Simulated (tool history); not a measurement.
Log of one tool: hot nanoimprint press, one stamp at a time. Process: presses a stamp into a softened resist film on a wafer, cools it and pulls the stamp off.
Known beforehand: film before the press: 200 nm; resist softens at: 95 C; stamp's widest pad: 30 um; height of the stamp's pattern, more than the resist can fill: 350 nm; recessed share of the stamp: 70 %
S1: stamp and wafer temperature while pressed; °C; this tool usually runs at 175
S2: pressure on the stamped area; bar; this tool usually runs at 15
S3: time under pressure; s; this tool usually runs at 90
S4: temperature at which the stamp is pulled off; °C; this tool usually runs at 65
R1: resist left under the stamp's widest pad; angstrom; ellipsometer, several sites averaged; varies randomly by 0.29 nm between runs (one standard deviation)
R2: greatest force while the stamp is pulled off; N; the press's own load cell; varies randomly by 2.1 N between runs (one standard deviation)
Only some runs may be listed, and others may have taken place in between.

run	hour	S1	S2	S3	S4	R1	R2
1	0	175	15	90	65	1157	90
2	13.4	175	15	90	65	1165	95
3	22.8	175	15	90	65	1153	91
4	37.2	175	15	90	65	1158	92
5	51.7	175	15	90	65	1157	92
6	61.4	175	15	90	65	1157	97
7	74.4	175	16.3	90	65	1112	93
8	83.6	175	16.3	90	65	1116	95
9	95.5	175	16.3	90	65	1115	95
10	106.2	175	16.3	90	65	1116	99
# hour 120.8: plate thermocouple calibrated
11	122.8	175	16.3	90	65	1118	93
12	139.8	175	15	90	65	1156	97
13	147.8	175	15	90	65	1154	95
14	161.8	175	15	90	65	1161	97
15	171.3	175	15	90	65	1155	94

Run 16, settings as shown, results not yet in. Your forecast:
16	179.9	184	15.2	132	53	?	?

Run 16 came out at R1 835 angstrom, R2 120 N.
Minus the tool's unlogged condition, the same run would have read R1 835 angstrom, R2 119 N.
